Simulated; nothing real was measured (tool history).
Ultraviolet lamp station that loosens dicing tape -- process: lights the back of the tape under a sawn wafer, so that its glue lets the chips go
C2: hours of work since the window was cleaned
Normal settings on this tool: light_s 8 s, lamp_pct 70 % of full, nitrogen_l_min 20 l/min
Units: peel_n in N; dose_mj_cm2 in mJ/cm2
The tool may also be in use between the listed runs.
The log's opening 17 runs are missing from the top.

{"run": 18, "day": 9.496, "light_s": 8, "lamp_pct": 70, "nitrogen_l_min": 20, "hours of work of the lamp": 194, "C2": 469, "peel_n": 0.334, "dose_mj_cm2": 321}
{"day": 9.612, "done": "window cleaned of glue's vapour"}
{"run": 19, "day": 10.067, "light_s": 8, "lamp_pct": 70, "nitrogen_l_min": 20, "hours of work of the lamp": 204, "C2": 8, "peel_n": 0.324, "dose_mj_cm2": 315}
{"run": 20, "day": 10.758, "light_s": 8, "lamp_pct": 70, "nitrogen_l_min": 20, "hours of work of the lamp": 216, "C2": 20, "peel_n": 0.334, "dose_mj_cm2": 311}
{"run": 21, "day": 11.171, "light_s": 8, "lamp_pct": 70, "nitrogen_l_min": 20, "hours of work of the lamp": 224, "C2": 28, "peel_n": 0.332, "dose_mj_cm2": 312}
{"run": 22, "day": 11.629, "light_s": 7, "lamp_pct": 70, "nitrogen_l_min": 20, "hours of work of the lamp": 232, "C2": 36, "peel_n": 0.422, "dose_mj_cm2": 279}
{"run": 23, "day": 12.058, "light_s": 7, "lamp_pct": 70, "nitrogen_l_min": 20, "hours of work of the lamp": 240, "C2": 44, "peel_n": 0.414, "dose_mj_cm2": 275}
{"run": 24, "day": 12.471, "light_s": 11, "lamp_pct": 70, "nitrogen_l_min": 24, "hours of work of the lamp": 247, "C2": 51, "peel_n": 0.16, "dose_mj_cm2": 431}
{"run": 25, "day": 13.075, "light_s": 8, "lamp_pct": 95, "nitrogen_l_min": 23, "hours of work of the lamp": 258, "C2": 62, "peel_n": 0.17, "dose_mj_cm2": 430}
{"run": 26, "day": 13.862, "light_s": 10, "lamp_pct": 95, "nitrogen_l_min": 18, "hours of work of the lamp": 272, "C2": 76, "peel_n": 0.142, "dose_mj_cm2": 529}
{"run": 27, "day": 14.354, "light_s": 8, "lamp_pct": 61, "nitrogen_l_min": 20, "hours of work of the lamp": 281, "C2": 85, "peel_n": 0.415, "dose_mj_cm2": 268}
{"day": 14.475, "done": "window cleaned of glue's vapour, once more"}
{"run": 28, "day": 14.921, "light_s": 6, "lamp_pct": 87, "nitrogen_l_min": 18, "hours of work of the lamp": 291, "C2": 8, "peel_n": 0.352, "dose_mj_cm2": 314}
{"run": 29, "day": 15.333, "light_s": 11, "lamp_pct": 68, "nitrogen_l_min": 24, "hours of work of the lamp": 298, "C2": 15, "peel_n": 0.153, "dose_mj_cm2": 444}
{"run": 30, "day": 15.708, "light_s": 6, "lamp_pct": 70, "nitrogen_l_min": 24, "hours of work of the lamp": 305, "C2": 22, "peel_n": 0.423, "dose_mj_cm2": 250}
{"run": 31, "day": 16.438, "light_s": 6, "lamp_pct": 70, "nitrogen_l_min": 24, "hours of work of the lamp": 318, "C2": 35, "peel_n": 0.443, "dose_mj_cm2": 248}
{"run": 32, "day": 16.85, "light_s": 9, "lamp_pct": 67, "nitrogen_l_min": 24, "hours of work of the lamp": 325, "C2": 42, "peel_n": 0.238, "dose_mj_cm2": 358}
{"run": 33, "day": 17.196, "light_s": 16, "lamp_pct": 68, "nitrogen_l_min": 28, "hours of work of the lamp": 331, "C2": 49, "peel_n": 0.095, "dose_mj_cm2": 644}

Expected results for the next run?
{"run": 34, "day": 17.7, "light_s": 16, "lamp_pct": 68, "nitrogen_l_min": 28, "hours of work of the lamp": 340, "C2": 58, "peel_n": "?", "dose_mj_cm2": "?"}

For run 34 the tool returned peel_n 0.095 N, dose_mj_cm2 641 mJ/cm2.
On a tool with no hidden condition, and with the same random variation, this run would have come out at peel_n 0.092 N, dose_mj_cm2 678 mJ/cm2.

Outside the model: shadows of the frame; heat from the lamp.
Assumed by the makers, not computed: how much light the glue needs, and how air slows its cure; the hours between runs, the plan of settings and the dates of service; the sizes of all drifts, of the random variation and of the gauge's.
